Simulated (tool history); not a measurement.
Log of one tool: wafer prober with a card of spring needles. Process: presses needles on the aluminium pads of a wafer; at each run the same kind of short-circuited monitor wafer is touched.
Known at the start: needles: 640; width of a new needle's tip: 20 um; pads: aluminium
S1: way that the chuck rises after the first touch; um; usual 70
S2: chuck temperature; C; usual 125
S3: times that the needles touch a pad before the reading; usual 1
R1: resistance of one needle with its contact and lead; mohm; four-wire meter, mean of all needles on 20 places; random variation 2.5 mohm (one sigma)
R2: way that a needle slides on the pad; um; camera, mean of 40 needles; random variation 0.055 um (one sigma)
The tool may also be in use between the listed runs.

{"run": 1, "hour": 0.0, "S1": 70, "S2": 125, "S3": 1, "R1": 284, "R2": 8.81}
{"hour": 7.4, "done": "tips cleaned on abrasive film"}
{"run": 2, "hour": 14.3, "S1": 70, "S2": 125, "S3": 1, "R1": 277, "R2": 8.78}
{"hour": 20.0, "done": "tips cleaned on abrasive film"}
{"run": 3, "hour": 23.0, "S1": 70, "S2": 125, "S3": 1, "R1": 280, "R2": 8.78}
{"run": 4, "hour": 31.5, "S1": 70, "S2": 108, "S3": 1, "R1": 276, "R2": 8.64}
{"hour": 32.4, "done": "tips cleaned on abrasive film"}
{"run": 5, "hour": 40.9, "S1": 65, "S2": 125, "S3": 1, "R1": 287, "R2": 8.19}
{"hour": 45.1, "done": "tips cleaned on abrasive film"}
{"hour": 58.3, "done": "tips cleaned on abrasive film"}
{"run": 6, "hour": 59.7, "S1": 65, "S2": 125, "S3": 1, "R1": 291, "R2": 8.04}
{"hour": 71.9, "done": "tips cleaned on abrasive film"}
{"run": 7, "hour": 72.8, "S1": 70, "S2": 125, "S3": 2, "R1": 284, "R2": 8.75}
{"hour": 84.9, "done": "tips cleaned on abrasive film"}
{"run": 8, "hour": 86.6, "S1": 70, "S2": 125, "S3": 2, "R1": 277, "R2": 8.61}
{"hour": 97.4, "done": "tips cleaned on abrasive film"}
{"run": 9, "hour": 97.6, "S1": 70, "S2": 125, "S3": 2, "R1": 284, "R2": 8.76}
{"hour": 109.8, "done": "tips cleaned on abrasive film"}
{"run": 10, "hour": 114.8, "S1": 71, "S2": 125, "S3": 1, "R1": 279, "R2": 8.89}
{"hour": 122.9, "done": "tips cleaned on abrasive film"}
{"run": 11, "hour": 126.6, "S1": 84, "S2": 74, "S3": 1, "R1": 266, "R2": 10.54}
{"hour": 135.0, "done": "tips cleaned on abrasive film"}
{"run": 12, "hour": 145.0, "S1": 70, "S2": 69, "S3": 3, "R1": 265, "R2": 8.75}
{"hour": 147.9, "done": "tips cleaned on abrasive film"}
{"run": 13, "hour": 157.5, "S1": 86, "S2": 37, "S3": 2, "R1": 249, "R2": 10.78}
{"hour": 160.6, "done": "tips cleaned on abrasive film"}
{"run": 14, "hour": 168.3, "S1": 86, "S2": 37, "S3": 2, "R1": 252, "R2": 10.71}
{"hour": 173.3, "done": "tips cleaned on abrasive film"}
{"run": 15, "hour": 180.8, "S1": 86, "S2": 37, "S3": 2, "R1": 249, "R2": 10.68}
{"hour": 185.6, "done": "tips cleaned on abrasive film"}
{"run": 16, "hour": 191.5, "S1": 53, "S2": 70, "S3": 2, "R1": 275, "R2": 6.52}
{"hour": 197.7, "done": "height of the first contact set anew"}
{"hour": 199.6, "done": "tips cleaned on abrasive film"}
{"run": 17, "hour": 204.7, "S1": 53, "S2": 70, "S3": 2, "R1": 269, "R2": 6.62}
{"hour": 212.9, "done": "tips cleaned on abrasive film"}
{"run": 18, "hour": 214.6, "S1": 51, "S2": 98, "S3": 2, "R1": 282, "R2": 6.33}
{"run": 19, "hour": 223.9, "S1": 51, "S2": 98, "S3": 2, "R1": 276, "R2": 6.48}
{"hour": 225.3, "done": "tips cleaned on abrasive film"}
{"run": 20, "hour": 236.2, "S1": 70, "S2": 125, "S3": 3, "R1": 281, "R2": 8.79}

5 ways to go on from here, each from the tool as it stands after run 20. What would each give?
{"hour": 237.8, "done": "tips cleaned on abrasive film"}
{"hour": 250.7, "done": "tips cleaned on abrasive film"}
{"run": "A", "hour": 253.7, "S1": 70, "S2": 120, "S3": 3, "R1": "?", "R2": "?"}
{"hour": 237.8, "done": "tips cleaned on abrasive film"}
{"hour": 250.7, "done": "tips cleaned on abrasive film"}
{"run": "B", "hour": 253.7, "S1": 70, "S2": 125, "S3": 2, "R1": "?", "R2": "?"}
{"hour": 237.8, "done": "tips cleaned on abrasive film"}
{"hour": 250.7, "done": "tips cleaned on abrasive film"}
{"run": "C", "hour": 253.7, "S1": 67, "S2": 50, "S3": 1, "R1": "?", "R2": "?"}
{"hour": 237.8, "done": "tips cleaned on abrasive film"}
{"hour": 250.7, "done": "tips cleaned on abrasive film"}
{"run": "D", "hour": 253.7, "S1": 54, "S2": 92, "S3": 1, "R1": "?", "R2": "?"}
{"hour": 237.8, "done": "tips cleaned on abrasive film"}
{"hour": 250.7, "done": "tips cleaned on abrasive film"}
{"run": "E", "hour": 253.7, "S1": 63, "S2": 27, "S3": 3, "R1": "?", "R2": "?"}

run=A R1=280 R2=8.84
run=B R1=279 R2=8.71
run=C R1=256 R2=8.3
run=D R1=277 R2=6.67
run=E R1=256 R2=7.99
Without the tool's hidden state the same runs would have given:
run=A R1=280 R2=8.84
run=B R1=279 R2=8.71
run=C R1=256 R2=8.3
run=D R1=276 R2=6.67
run=E R1=256 R2=7.99
